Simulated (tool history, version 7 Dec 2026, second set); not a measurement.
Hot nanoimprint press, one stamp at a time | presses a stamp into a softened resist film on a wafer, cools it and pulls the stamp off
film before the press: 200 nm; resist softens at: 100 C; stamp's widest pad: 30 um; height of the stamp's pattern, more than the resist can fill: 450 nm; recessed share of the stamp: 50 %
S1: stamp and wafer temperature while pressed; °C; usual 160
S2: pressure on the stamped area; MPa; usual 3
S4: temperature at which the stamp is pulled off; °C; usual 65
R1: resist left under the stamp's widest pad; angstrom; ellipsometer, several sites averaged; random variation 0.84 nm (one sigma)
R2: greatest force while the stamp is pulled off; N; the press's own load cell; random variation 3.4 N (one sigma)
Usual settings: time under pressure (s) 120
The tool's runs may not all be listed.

Run 1, day 0: usual settings. Result: R1 1100 angstrom, R2 174 N.
Run 2, day 0.792: usual settings but S2 2.48 MPa. Result: R1 1165 angstrom, R2 169 N.
Run 3, day 1.55: usual settings but S2 4.08 MPa. Result: R1 955 angstrom, R2 171 N.
Run 4, day 2.058: usual settings. Result: R1 1075 angstrom, R2 176 N.
Run 5, day 2.712: usual settings but time under pressure (s) 78. Result: R1 1230 angstrom, R2 181 N.
Run 6, day 3.542: usual settings. Result: R1 1087 angstrom, R2 177 N.
Run 7, day 4.575: usual settings. Result: R1 1070 angstrom, R2 182 N.
Run 8, day 5.412: usual settings. Result: R1 1065 angstrom, R2 186 N.
Run 9, day 6.425: usual settings. Result: R1 1056 angstrom, R2 179 N.
Run 10, day 7.254: usual settings but S2 1.85 MPa. Result: R1 1260 angstrom, R2 186 N.
Run 11, day 8.033: usual settings but S2 1.85 MPa. Result: R1 1259 angstrom, R2 179 N.
Run 12, day 9.142: usual settings but S2 1.88 MPa. Result: R1 1247 angstrom, R2 190 N.
Run 13, day 9.892: usual settings but time under pressure (s) 211. Result: R1 856 angstrom, R2 191 N.
Run 14, day 10.896: usual settings but time under pressure (s) 211. Result: R1 849 angstrom, R2 191 N.
Run 15, day 11.729: usual settings. Result: R1 1066 angstrom, R2 186 N.
Run 16, day 12.754: usual settings. Result: R1 1062 angstrom, R2 199 N.
Run 17, day 13.692: usual settings but S1 154 °C. Result: R1 1284 angstrom, R2 197 N.
At day 14.579: stamp cleaned and given a new release coat.
Run 18, day 14.829: usual settings but S1 154 °C. Result: R1 1276 angstrom, R2 155 N.
Run 19, day 15.938: usual settings but S2 4.2 MPa, S4 69 °C. Result: R1 916 angstrom, R2 142 N.
Run 20, day 16.979: usual settings but S2 4.2 MPa, S4 69 °C. Result: R1 915 angstrom, R2 143 N.
At day 17.212: plate thermocouple calibrated.
Run 21, day 18.283: usual settings but S2 4.2 MPa, S4 69 °C. Result: R1 997 angstrom, R2 159 N.
Run 22, day 19.221: usual settings but S1 152 °C, S2 4.4 MPa, S4 69 °C. Result: R1 1294 angstrom, R2 150 N.
Run 23, day 20.112: usual settings but S1 152 °C, S2 4.4 MPa, S4 69 °C. Result: R1 1291 angstrom, R2 156 N.
Run 24, day 20.958: usual settings but S1 152 °C, S2 4.4 MPa, S4 69 °C. Result: R1 1273 angstrom, R2 152 N.

Run 25 comes next. What will it give?
Run 25, day 21.904: usual settings but S1 152 °C, S2 4.4 MPa, S4 69 °C. Result: R1 ?, R2 ?.

{"run 25": {"R1": 1283, "R2": 157}}
Without the tool's hidden state the same run would have given R1 1290 angstrom, R2 145 N.
